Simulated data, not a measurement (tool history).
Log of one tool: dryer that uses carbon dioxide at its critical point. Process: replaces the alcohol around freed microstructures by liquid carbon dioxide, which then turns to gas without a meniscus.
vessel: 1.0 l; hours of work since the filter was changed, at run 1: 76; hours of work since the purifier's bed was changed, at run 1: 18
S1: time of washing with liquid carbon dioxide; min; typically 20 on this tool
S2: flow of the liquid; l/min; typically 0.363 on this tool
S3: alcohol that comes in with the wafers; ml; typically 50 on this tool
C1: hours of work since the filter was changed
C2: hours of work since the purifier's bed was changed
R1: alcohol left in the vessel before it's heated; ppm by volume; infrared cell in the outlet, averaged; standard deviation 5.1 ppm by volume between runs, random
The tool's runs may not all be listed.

Run 1, hour 0.0: usual settings; C1 76; C2 18. Result: R1 86 ppm by volume.
Run 2, hour 14.8: usual settings; C1 83; C2 25. Result: R1 95 ppm by volume.
Run 3, hour 27.9: usual settings; C1 89; C2 32. Result: R1 97 ppm by volume.
Run 4, hour 42.0: usual settings; C1 96; C2 38. Result: R1 106 ppm by volume.
Run 5, hour 50.4: usual settings; C1 100; C2 42. Result: R1 103 ppm by volume.
Run 6, hour 64.6: usual settings; C1 107; C2 49. Result: R1 98 ppm by volume.
Run 7, hour 79.7: usual settings; C1 114; C2 57. Result: R1 106 ppm by volume.
Run 8, hour 89.6: usual settings but S2 0.289 l/min; C1 119; C2 61. Result: R1 388 ppm by volume.
Run 9, hour 97.2: usual settings but S2 0.289 l/min; C1 123; C2 65. Result: R1 393 ppm by volume.
Run 10, hour 107.2: usual settings but S2 0.289 l/min; C1 127; C2 70. Result: R1 384 ppm by volume.
Run 11, hour 120.2: usual settings but S2 0.249 l/min; C1 134; C2 76. Result: R1 819 ppm by volume.
Run 12, hour 133.1: usual settings but S2 0.249 l/min; C1 140; C2 82. Result: R1 834 ppm by volume.
Run 13, hour 146.9: usual settings but S2 0.249 l/min; C1 146; C2 89. Result: R1 856 ppm by volume.
Run 14, hour 160.5: usual settings but S2 0.249 l/min; C1 153; C2 95. Result: R1 857 ppm by volume.
Run 15, hour 171.9: usual settings but S2 0.249 l/min; C1 158; C2 101. Result: R1 858 ppm by volume.
Run 16, hour 178.7: usual settings but S2 0.249 l/min; C1 162; C2 104. Result: R1 876 ppm by volume.
Run 17, hour 187.5: usual settings but S2 0.249 l/min; C1 166; C2 108. Result: R1 868 ppm by volume.
Run 18, hour 200.6: usual settings but S3 65 ml; C1 172; C2 114. Result: R1 164 ppm by volume.
Run 19, hour 208.7: usual settings; C1 176; C2 118. Result: R1 129 ppm by volume.
Run 20, hour 221.8: usual settings but S1 23 min, S3 87 ml; C1 182; C2 125. Result: R1 104 ppm by volume.
Run 21, hour 235.7: usual settings but S1 29 min, S3 94 ml; C1 189; C2 131. Result: R1 27 ppm by volume.
Run 22, hour 244.2: usual settings but S2 0.342 l/min, S3 31 ml; C1 193; C2 135. Result: R1 136 ppm by volume.

What does the tool deliver on the next run?
Run 23, hour 251.1: usual settings but S1 17 min, S2 0.605 l/min, S3 85 ml; C1 196; C2 139. Result: R1 ?.

Run 23 measured R1 21 ppm by volume.
With the hidden condition absent and the run-to-run variation left alone, this run would have shown R1 4 ppm by volume.
